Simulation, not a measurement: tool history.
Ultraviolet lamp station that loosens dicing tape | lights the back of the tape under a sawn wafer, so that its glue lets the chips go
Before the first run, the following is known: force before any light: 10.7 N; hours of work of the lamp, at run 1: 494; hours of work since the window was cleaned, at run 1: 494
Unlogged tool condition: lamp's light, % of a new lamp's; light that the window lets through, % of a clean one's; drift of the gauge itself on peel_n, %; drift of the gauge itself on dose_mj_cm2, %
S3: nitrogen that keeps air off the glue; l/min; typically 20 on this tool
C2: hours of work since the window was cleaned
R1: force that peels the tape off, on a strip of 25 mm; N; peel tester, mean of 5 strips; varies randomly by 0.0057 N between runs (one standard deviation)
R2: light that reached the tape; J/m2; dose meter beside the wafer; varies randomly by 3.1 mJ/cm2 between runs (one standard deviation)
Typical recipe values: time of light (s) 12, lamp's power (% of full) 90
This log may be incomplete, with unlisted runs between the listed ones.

{"run": 1, "hour": 0.0, "time of light (s)": 12, "lamp's power (% of full)": 90, "S3": 20, "hours of work of the lamp": 494, "C2": 494, "R1": 0.298, "R2": 3520}
{"run": 2, "hour": 24.6, "time of light (s)": 12, "lamp's power (% of full)": 90, "S3": 15, "hours of work of the lamp": 508, "C2": 508, "R1": 0.453, "R2": 3530}
{"run": 3, "hour": 48.9, "time of light (s)": 12, "lamp's power (% of full)": 90, "S3": 15, "hours of work of the lamp": 521, "C2": 521, "R1": 0.472, "R2": 3480}
{"run": 4, "hour": 87.7, "time of light (s)": 12, "lamp's power (% of full)": 90, "S3": 15, "hours of work of the lamp": 542, "C2": 542, "R1": 0.496, "R2": 3440}
{"run": 5, "hour": 112.9, "time of light (s)": 9, "lamp's power (% of full)": 90, "S3": 20, "hours of work of the lamp": 556, "C2": 556, "R1": 0.759, "R2": 2560}
{"run": 6, "hour": 162.4, "time of light (s)": 12, "lamp's power (% of full)": 88, "S3": 20, "hours of work of the lamp": 583, "C2": 583, "R1": 0.391, "R2": 3290}
{"run": 7, "hour": 201.7, "time of light (s)": 12, "lamp's power (% of full)": 78, "S3": 20, "hours of work of the lamp": 604, "C2": 604, "R1": 0.542, "R2": 2900}
{"run": 8, "hour": 239.3, "time of light (s)": 12, "lamp's power (% of full)": 69, "S3": 20, "hours of work of the lamp": 625, "C2": 625, "R1": 0.788, "R2": 2480}
{"run": 9, "hour": 269.7, "time of light (s)": 12, "lamp's power (% of full)": 69, "S3": 20, "hours of work of the lamp": 641, "C2": 641, "R1": 0.804, "R2": 2510}
{"hour": 306.9, "done": "window cleaned of glue's vapour"}
{"run": 10, "hour": 319.3, "time of light (s)": 12, "lamp's power (% of full)": 69, "S3": 20, "hours of work of the lamp": 668, "C2": 7, "R1": 1.104, "R2": 2210}
{"run": 11, "hour": 362.0, "time of light (s)": 12, "lamp's power (% of full)": 69, "S3": 20, "hours of work of the lamp": 691, "C2": 30, "R1": 1.128, "R2": 2160}
{"run": 12, "hour": 414.8, "time of light (s)": 12, "lamp's power (% of full)": 69, "S3": 20, "hours of work of the lamp": 720, "C2": 59, "R1": 1.204, "R2": 2130}
{"run": 13, "hour": 443.5, "time of light (s)": 12, "lamp's power (% of full)": 98, "S3": 20, "hours of work of the lamp": 735, "C2": 74, "R1": 0.529, "R2": 2940}
{"run": 14, "hour": 493.5, "time of light (s)": 12, "lamp's power (% of full)": 98, "S3": 20, "hours of work of the lamp": 763, "C2": 102, "R1": 0.542, "R2": 2920}
{"hour": 497.8, "done": "window cleaned of glue's vapour, once more"}
{"run": 15, "hour": 516.3, "time of light (s)": 12, "lamp's power (% of full)": 90, "S3": 20, "hours of work of the lamp": 775, "C2": 10, "R1": 0.271, "R2": 3770}
{"run": 16, "hour": 539.5, "time of light (s)": 12, "lamp's power (% of full)": 90, "S3": 24, "hours of work of the lamp": 787, "C2": 23, "R1": 0.215, "R2": 3720}
{"run": 17, "hour": 568.5, "time of light (s)": 24, "lamp's power (% of full)": 90, "S3": 20, "hours of work of the lamp": 803, "C2": 38, "R1": 0.08, "R2": 7320}
{"run": 18, "hour": 610.2, "time of light (s)": 12, "lamp's power (% of full)": 90, "S3": 20, "hours of work of the lamp": 826, "C2": 61, "R1": 0.291, "R2": 3570}
{"run": 19, "hour": 633.7, "time of light (s)": 12, "lamp's power (% of full)": 90, "S3": 20, "hours of work of the lamp": 839, "C2": 74, "R1": 0.306, "R2": 3580}
{"run": 20, "hour": 657.9, "time of light (s)": 12, "lamp's power (% of full)": 90, "S3": 20, "hours of work of the lamp": 852, "C2": 87, "R1": 0.294, "R2": 3560}
{"run": 21, "hour": 693.9, "time of light (s)": 12, "lamp's power (% of full)": 90, "S3": 20, "hours of work of the lamp": 871, "C2": 107, "R1": 0.309, "R2": 3500}
{"run": 22, "hour": 735.9, "time of light (s)": 7, "lamp's power (% of full)": 87, "S3": 29, "hours of work of the lamp": 894, "C2": 130, "R1": 1.009, "R2": 1970}
{"run": 23, "hour": 785.0, "time of light (s)": 20, "lamp's power (% of full)": 90, "S3": 9, "hours of work of the lamp": 921, "C2": 156, "R1": 0.204, "R2": 5720}
{"run": 24, "hour": 809.5, "time of light (s)": 20, "lamp's power (% of full)": 90, "S3": 14, "hours of work of the lamp": 934, "C2": 170, "R1": 0.124, "R2": 5730}
{"run": 25, "hour": 843.9, "time of light (s)": 7, "lamp's power (% of full)": 89, "S3": 12, "hours of work of the lamp": 953, "C2": 188, "R1": 2.122, "R2": 1960}
{"run": 26, "hour": 880.5, "time of light (s)": 7, "lamp's power (% of full)": 89, "S3": 12, "hours of work of the lamp": 973, "C2": 208, "R1": 2.08, "R2": 1920}
{"run": 27, "hour": 912.0, "time of light (s)": 12, "lamp's power (% of full)": 83, "S3": 20, "hours of work of the lamp": 990, "C2": 225, "R1": 0.5, "R2": 3020}
{"run": 28, "hour": 945.1, "time of light (s)": 20, "lamp's power (% of full)": 90, "S3": 16, "hours of work of the lamp": 1008, "C2": 243, "R1": 0.124, "R2": 5430}
{"run": 29, "hour": 984.5, "time of light (s)": 20, "lamp's power (% of full)": 90, "S3": 16, "hours of work of the lamp": 1029, "C2": 265, "R1": 0.141, "R2": 5360}
{"run": 30, "hour": 1007.2, "time of light (s)": 20, "lamp's power (% of full)": 77, "S3": 33, "hours of work of the lamp": 1042, "C2": 277, "R1": 0.097, "R2": 4550}
{"run": 31, "hour": 1058.6, "time of light (s)": 20, "lamp's power (% of full)": 99, "S3": 33, "hours of work of the lamp": 1070, "C2": 305, "R1": 0.083, "R2": 5820}
{"run": 32, "hour": 1090.8, "time of light (s)": 20, "lamp's power (% of full)": 99, "S3": 33, "hours of work of the lamp": 1087, "C2": 323, "R1": 0.086, "R2": 5740}
{"run": 33, "hour": 1141.5, "time of light (s)": 20, "lamp's power (% of full)": 99, "S3": 21, "hours of work of the lamp": 1115, "C2": 350, "R1": 0.098, "R2": 5650}
{"run": 34, "hour": 1163.7, "time of light (s)": 20, "lamp's power (% of full)": 99, "S3": 21, "hours of work of the lamp": 1127, "C2": 362, "R1": 0.094, "R2": 5610}
{"run": 35, "hour": 1195.5, "time of light (s)": 11, "lamp's power (% of full)": 90, "S3": 15, "hours of work of the lamp": 1144, "C2": 380, "R1": 0.855, "R2": 2750}
{"run": 36, "hour": 1235.7, "time of light (s)": 11, "lamp's power (% of full)": 90, "S3": 15, "hours of work of the lamp": 1166, "C2": 401, "R1": 0.904, "R2": 2700}
{"run": 37, "hour": 1284.9, "time of light (s)": 11, "lamp's power (% of full)": 90, "S3": 15, "hours of work of the lamp": 1193, "C2": 428, "R1": 0.92, "R2": 2690}
{"run": 38, "hour": 1317.8, "time of light (s)": 11, "lamp's power (% of full)": 67, "S3": 15, "hours of work of the lamp": 1211, "C2": 446, "R1": 1.749, "R2": 1960}
{"run": 39, "hour": 1341.9, "time of light (s)": 7, "lamp's power (% of full)": 91, "S3": 32, "hours of work of the lamp": 1224, "C2": 459, "R1": 1.269, "R2": 1680}
{"run": 40, "hour": 1370.9, "time of light (s)": 20, "lamp's power (% of full)": 76, "S3": 8, "hours of work of the lamp": 1240, "C2": 475, "R1": 0.702, "R2": 3920}
{"run": 41, "hour": 1415.3, "time of light (s)": 20, "lamp's power (% of full)": 76, "S3": 8, "hours of work of the lamp": 1264, "C2": 499, "R1": 0.698, "R2": 3980}
{"run": 42, "hour": 1461.2, "time of light (s)": 20, "lamp's power (% of full)": 76, "S3": 8, "hours of work of the lamp": 1289, "C2": 524, "R1": 0.75, "R2": 3850}

Results per run with the tool's hidden condition removed, run-to-run variation unchanged:
run=1 R1=0.130 R2=4680
run=2 R1=0.197 R2=4720
run=3 R1=0.201 R2=4700
run=4 R1=0.207 R2=4680
run=5 R1=0.320 R2=3510
run=6 R1=0.151 R2=4580
run=7 R1=0.202 R2=4090
run=8 R1=0.297 R2=3550
run=9 R1=0.295 R2=3610
run=10 R1=0.306 R2=3620
run=11 R1=0.287 R2=3600
run=12 R1=0.310 R2=3610
run=13 R1=0.125 R2=5060
run=14 R1=0.113 R2=5100
run=15 R1=0.141 R2=4750
run=16 R1=0.113 R2=4720
run=17 R1=0.076 R2=9360
run=18 R1=0.141 R2=4640
run=19 R1=0.146 R2=4690
run=20 R1=0.135 R2=4690
run=21 R1=0.138 R2=4670
run=22 R1=0.473 R2=2650
run=23 R1=0.092 R2=7850
run=24 R1=0.073 R2=7910
run=25 R1=1.136 R2=2730
run=26 R1=1.092 R2=2710
run=27 R1=0.184 R2=4310
run=28 R1=0.075 R2=7830
run=29 R1=0.088 R2=7820
run=30 R1=0.069 R2=6700
run=31 R1=0.077 R2=8680
run=32 R1=0.079 R2=8650
run=33 R1=0.074 R2=8660
run=34 R1=0.070 R2=8660
run=35 R1=0.257 R2=4290
run=36 R1=0.254 R2=4280
run=37 R1=0.258 R2=4310
run=38 R1=0.596 R2=3200
run=39 R1=0.371 R2=2770
run=40 R1=0.170 R2=6530
run=41 R1=0.156 R2=6670
run=42 R1=0.175 R2=6600
